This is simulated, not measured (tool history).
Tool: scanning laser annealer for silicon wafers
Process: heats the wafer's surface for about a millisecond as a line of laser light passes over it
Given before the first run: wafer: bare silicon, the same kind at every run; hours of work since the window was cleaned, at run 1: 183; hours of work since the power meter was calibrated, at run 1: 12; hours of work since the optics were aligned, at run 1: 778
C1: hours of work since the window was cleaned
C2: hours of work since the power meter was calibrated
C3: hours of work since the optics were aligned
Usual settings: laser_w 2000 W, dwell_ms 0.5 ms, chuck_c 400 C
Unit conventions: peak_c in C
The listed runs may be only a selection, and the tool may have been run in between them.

Run 1, day 0: usual settings; C1 183; C2 12; C3 778. Result: peak_c 1158 C.
Run 2, day 0.367: usual settings but chuck_c 427 C; C1 187; C2 16; C3 782. Result: peak_c 1184 C.
Run 3, day 0.896: usual settings but dwell_ms 0.355 ms; C1 193; C2 22; C3 787. Result: peak_c 1029 C.
Run 4, day 1.329: usual settings but laser_w 1900 W; C1 197; C2 26; C3 792. Result: peak_c 1117 C.
Run 5, day 1.942: usual settings but laser_w 1900 W; C1 203; C2 32; C3 798. Result: peak_c 1115 C.
Run 6, day 2.412: usual settings but laser_w 1900 W; C1 208; C2 37; C3 803. Result: peak_c 1118 C.
Run 7, day 2.667: usual settings but laser_w 1900 W; C1 210; C2 39; C3 805. Result: peak_c 1120 C.
Run 8, day 3.196: usual settings; C1 216; C2 45; C3 810. Result: peak_c 1159 C.
Run 9, day 3.496: usual settings; C1 219; C2 48; C3 813. Result: peak_c 1158 C.
Run 10, day 4.054: usual settings but laser_w 1778 W; C1 224; C2 53; C3 819. Result: peak_c 1067 C.
Run 11, day 4.567: usual settings but laser_w 1778 W, dwell_ms 0.358 ms, chuck_c 373 C; C1 230; C2 59; C3 824. Result: peak_c 929 C.
Run 12, day 5.167: usual settings but laser_w 1857 W, chuck_c 385 C; C1 236; C2 65; C3 830. Result: peak_c 1087 C.
Run 13, day 5.525: usual settings but laser_w 1857 W, chuck_c 385 C; C1 239; C2 68; C3 834. Result: peak_c 1086 C.
Run 14, day 5.854: usual settings but laser_w 1857 W, chuck_c 385 C; C1 243; C2 72; C3 837. Result: peak_c 1080 C.
Run 15, day 6.271: usual settings but laser_w 2106 W, dwell_ms 0.522 ms, chuck_c 378 C; C1 247; C2 76; C3 842. Result: peak_c 1200 C.

Each row is a separate what-if for the run after 15, all from the same tool condition, not one after another. Results?
Run A, day 6.65: usual settings but laser_w 1928 W, dwell_ms 0.522 ms, chuck_c 427 C; C1 251; C2 80; C3 845. Result: peak_c ?.
Run B, day 6.65: usual settings but dwell_ms 0.552 ms; C1 251; C2 80; C3 845. Result: peak_c ?.
Run C, day 6.65: usual settings but laser_w 2106 W, dwell_ms 0.519 ms, chuck_c 415 C; C1 251; C2 80; C3 845. Result: peak_c ?.
Run D, day 6.65: usual settings but laser_w 2150 W, dwell_ms 0.522 ms, chuck_c 378 C; C1 251; C2 80; C3 845. Result: peak_c ?.

run  peak_c
  A    1170
  B    1199
  C    1237
  D    1217
Without the tool's unlogged condition, the same runs would have read:
run  peak_c
  A    1172
  B    1201
  C    1239
  D    1219

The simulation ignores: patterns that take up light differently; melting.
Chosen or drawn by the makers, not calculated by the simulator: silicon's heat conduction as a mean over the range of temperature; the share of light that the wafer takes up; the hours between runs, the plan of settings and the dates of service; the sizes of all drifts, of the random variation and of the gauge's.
